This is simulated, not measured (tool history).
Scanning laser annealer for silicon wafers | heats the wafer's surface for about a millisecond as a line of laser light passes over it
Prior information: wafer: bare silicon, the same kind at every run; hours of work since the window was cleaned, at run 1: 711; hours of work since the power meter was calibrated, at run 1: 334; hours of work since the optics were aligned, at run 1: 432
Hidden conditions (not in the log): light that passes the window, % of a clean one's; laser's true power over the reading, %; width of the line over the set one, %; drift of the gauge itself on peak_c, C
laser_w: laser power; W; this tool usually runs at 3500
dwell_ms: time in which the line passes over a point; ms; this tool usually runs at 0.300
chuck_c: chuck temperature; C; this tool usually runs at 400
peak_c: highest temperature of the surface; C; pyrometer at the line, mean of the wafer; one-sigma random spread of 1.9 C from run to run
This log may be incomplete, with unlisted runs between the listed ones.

run,hour,laser_w,dwell_ms,chuck_c,hours of work since the window was cleaned,hours of work since the power meter was calibrated,hours of work since the optics were aligned,peak_c
1,0.0,3500,0.300,400,711,334,432,1143
2,47.9,2995,0.300,400,748,371,469,1018
3,113.8,2995,0.300,400,799,422,520,1013
# hour 124.2: window over the wafer cleaned
4,196.3,3500,0.219,400,56,485,583,1052
5,255.8,3500,0.219,400,102,531,629,1053
6,342.9,3500,0.219,400,170,599,697,1050
7,414.6,3500,0.300,400,225,655,752,1158
8,493.7,3500,0.300,400,287,716,814,1153
# hour 503.5: laser's power meter calibrated
9,572.9,3500,0.300,400,346,54,873,1152
10,629.3,3500,0.300,400,390,98,917,1151
# hour 655.3: laser's power meter calibrated, once more
11,712.8,3500,0.228,400,452,45,979,1046
12,795.3,3500,0.228,400,516,109,1043,1047
13,850.0,3500,0.228,400,559,151,1086,1041
14,920.2,3500,0.228,400,613,206,1140,1042
# hour 975.5: optics aligned, line set to its width
15,999.5,3277,0.217,412,671,263,19,1001
16,1047.6,3409,0.375,390,708,301,56,1197
17,1086.7,3732,0.300,400,739,331,86,1204
18,1147.8,3732,0.283,400,786,379,134,1176
# hour 1175.4: window over the wafer cleaned
19,1225.8,3500,0.224,390,39,438,193,1058
20,1310.3,3500,0.300,409,105,503,258,1172
21,1382.9,3500,0.300,409,161,560,315,1170
22,1453.3,3741,0.259,370,216,614,369,1134
23,1497.4,3399,0.219,400,250,648,404,1029
24,1573.2,3399,0.219,400,309,707,463,1026
25,1610.5,3472,0.219,416,338,736,492,1055
26,1665.5,3202,0.349,423,381,779,534,1152
27,1735.6,3806,0.262,438,435,833,589,1213

Consider 5 possible next runs. They are alternatives, not a sequence: every one starts from the tool as it was left by run 27. What does each give?
A,1778.2,3500,0.213,439,468,866,622,?
B,1778.2,3469,0.212,438,468,866,622,?
C,1778.2,3233,0.300,400,468,866,622,?
D,1778.2,3801,0.275,400,468,866,622,?
E,1778.2,3817,0.219,438,468,866,622,?

run,peak_c
A,1070
B,1067
C,1082
D,1190
E,1149
The same runs, with their run-to-run variation unchanged, on a tool lacking any hidden condition would have given:
run,peak_c
A,1088
B,1084
C,1102
D,1213
E,1169
